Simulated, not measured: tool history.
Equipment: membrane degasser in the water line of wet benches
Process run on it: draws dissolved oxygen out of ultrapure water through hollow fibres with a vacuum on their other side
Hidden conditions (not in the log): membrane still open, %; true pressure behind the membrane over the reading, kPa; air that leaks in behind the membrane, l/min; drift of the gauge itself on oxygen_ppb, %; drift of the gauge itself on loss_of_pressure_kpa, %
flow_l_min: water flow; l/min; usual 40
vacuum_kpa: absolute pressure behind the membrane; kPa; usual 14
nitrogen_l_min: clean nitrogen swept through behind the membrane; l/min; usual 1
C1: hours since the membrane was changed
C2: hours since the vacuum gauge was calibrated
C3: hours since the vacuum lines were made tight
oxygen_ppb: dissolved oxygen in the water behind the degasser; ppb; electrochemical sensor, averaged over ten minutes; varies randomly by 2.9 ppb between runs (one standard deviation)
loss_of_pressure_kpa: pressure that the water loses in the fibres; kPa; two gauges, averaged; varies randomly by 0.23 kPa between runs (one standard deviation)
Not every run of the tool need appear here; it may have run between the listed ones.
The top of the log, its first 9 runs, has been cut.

Run 10, hour 455: usual settings but flow_l_min 39 l/min; C1 2168; C2 3328; C3 1934. Result: oxygen_ppb 778.1 ppb, loss_of_pressure_kpa 55.02 kPa.
Run 11, hour 509.2: usual settings but vacuum_kpa 21.9 kPa; C1 2222; C2 3382; C3 1989. Result: oxygen_ppb 1290.5 ppb, loss_of_pressure_kpa 56.49 kPa.
Run 12, hour 555.6: usual settings but vacuum_kpa 21.9 kPa; C1 2268; C2 3428; C3 2035. Result: oxygen_ppb 1280.9 ppb, loss_of_pressure_kpa 56.38 kPa.
Run 13, hour 607.7: usual settings but vacuum_kpa 21.9 kPa; C1 2320; C2 3480; C3 2087. Result: oxygen_ppb 1278.8 ppb, loss_of_pressure_kpa 56.59 kPa.
Run 14, hour 671.3: usual settings but flow_l_min 42 l/min; C1 2384; C2 3544; C3 2151. Result: oxygen_ppb 820 ppb, loss_of_pressure_kpa 59.7 kPa.
Run 15, hour 725.9: usual settings but flow_l_min 42 l/min; C1 2439; C2 3599; C3 2205. Result: oxygen_ppb 812.7 ppb, loss_of_pressure_kpa 59.59 kPa.
Run 16, hour 778.3: usual settings but flow_l_min 42 l/min; C1 2491; C2 3651; C3 2258. Result: oxygen_ppb 812.7 ppb, loss_of_pressure_kpa 59.7 kPa.
Run 17, hour 840.8: usual settings but vacuum_kpa 17 kPa; C1 2554; C2 3713; C3 2320. Result: oxygen_ppb 979.4 ppb, loss_of_pressure_kpa 56.59 kPa.
Run 18, hour 898.8: usual settings but vacuum_kpa 30.3 kPa, nitrogen_l_min 2.05 l/min; C1 2612; C2 3771; C3 2378. Result: oxygen_ppb 1027.5 ppb, loss_of_pressure_kpa 56.68 kPa.
Run 19, hour 957.4: usual settings but flow_l_min 37 l/min, vacuum_kpa 9.5 kPa, nitrogen_l_min 1.51 l/min; C1 2670; C2 3830; C3 2437. Result: oxygen_ppb 320.2 ppb, loss_of_pressure_kpa 52.68 kPa.
Run 20, hour 1011.1: usual settings but flow_l_min 37 l/min, vacuum_kpa 9.5 kPa, nitrogen_l_min 1.51 l/min; C1 2724; C2 3884; C3 2490. Result: oxygen_ppb 315.9 ppb, loss_of_pressure_kpa 52.57 kPa.
Run 21, hour 1046.2: usual settings but nitrogen_l_min 2.71 l/min; C1 2759; C2 3919; C3 2526. Result: oxygen_ppb 346.9 ppb, loss_of_pressure_kpa 57.24 kPa.
Run 22, hour 1079.6: usual settings but flow_l_min 36 l/min, nitrogen_l_min 1.05 l/min; C1 2792; C2 3952; C3 2559. Result: oxygen_ppb 691.1 ppb, loss_of_pressure_kpa 51.22 kPa.
Run 23, hour 1108.1: usual settings but flow_l_min 60 l/min, vacuum_kpa 26.3 kPa, nitrogen_l_min 0.49 l/min; C1 2821; C2 3981; C3 2587. Result: oxygen_ppb 2952.9 ppb, loss_of_pressure_kpa 85.08 kPa.
Run 24, hour 1142.9: usual settings but flow_l_min 32 l/min, vacuum_kpa 29.5 kPa, nitrogen_l_min 1.23 l/min; C1 2856; C2 4016; C3 2622. Result: oxygen_ppb 1239.8 ppb, loss_of_pressure_kpa 44.92 kPa.
At hour 1178.3: gauge calibrated.
Run 25, hour 1202.2: usual settings but flow_l_min 53 l/min, vacuum_kpa 27.4 kPa, nitrogen_l_min 0.56 l/min; C1 2915; C2 4075; C3 2682. Result: oxygen_ppb 2741.1 ppb, loss_of_pressure_kpa 74.91 kPa.
Run 26, hour 1254.9: usual settings but flow_l_min 53 l/min, vacuum_kpa 27.4 kPa, nitrogen_l_min 0.56 l/min; C1 2968; C2 4128; C3 2734. Result: oxygen_ppb 2735.2 ppb, loss_of_pressure_kpa 75.04 kPa.
Run 27, hour 1316.4: usual settings but flow_l_min 55 l/min, vacuum_kpa 26.8 kPa; C1 3029; C2 4189; C3 2796. Result: oxygen_ppb 1966.5 ppb, loss_of_pressure_kpa 77.53 kPa.
Run 28, hour 1380.7: usual settings but flow_l_min 29 l/min, vacuum_kpa 27.7 kPa; C1 3093; C2 4253; C3 2860. Result: oxygen_ppb 1290.8 ppb, loss_of_pressure_kpa 41.2 kPa.
Run 29, hour 1434.3: usual settings but nitrogen_l_min 1.44 l/min; C1 3147; C2 4307; C3 2914. Result: oxygen_ppb 598.9 ppb, loss_of_pressure_kpa 56.66 kPa.
Run 30, hour 1488.9: usual settings but nitrogen_l_min 1.44 l/min; C1 3202; C2 4361; C3 2968. Result: oxygen_ppb 597.1 ppb, loss_of_pressure_kpa 56.89 kPa.
Run 31, hour 1517.1: usual settings but flow_l_min 59 l/min; C1 3230; C2 4390; C3 2996. Result: oxygen_ppb 1056.5 ppb, loss_of_pressure_kpa 83.89 kPa.

What if the next run were any one of these 4? Each begins from the tool's condition after run 31:
Run A, hour 1577.1: usual settings but flow_l_min 59 l/min, vacuum_kpa 20.3 kPa; C1 3290; C2 4450; C3 3056. Result: oxygen_ppb ?, loss_of_pressure_kpa ?.
Run B, hour 1577.1: usual settings but flow_l_min 25 l/min, vacuum_kpa 32.9 kPa; C1 3290; C2 4450; C3 3056. Result: oxygen_ppb ?, loss_of_pressure_kpa ?.
Run C, hour 1577.1: usual settings but flow_l_min 29 l/min, nitrogen_l_min 0.87 l/min; C1 3290; C2 4450; C3 3056. Result: oxygen_ppb ?, loss_of_pressure_kpa ?.
Run D, hour 1577.1: usual settings but flow_l_min 59 l/min, vacuum_kpa 30.3 kPa; C1 3290; C2 4450; C3 3056. Result: oxygen_ppb ?, loss_of_pressure_kpa ?.

run  oxygen_ppb  loss_of_pressure_kpa
  A        1566                 83.04
  B      1361.4                 35.46
  C       684.8                 40.99
  D      2277.2                 83.65
What these runs would have given with no unlogged condition in the tool:
run  oxygen_ppb  loss_of_pressure_kpa
  A      1581.5                 82.99
  B      1374.8                 35.45
  C       691.5                 40.97
  D      2299.8                 83.61

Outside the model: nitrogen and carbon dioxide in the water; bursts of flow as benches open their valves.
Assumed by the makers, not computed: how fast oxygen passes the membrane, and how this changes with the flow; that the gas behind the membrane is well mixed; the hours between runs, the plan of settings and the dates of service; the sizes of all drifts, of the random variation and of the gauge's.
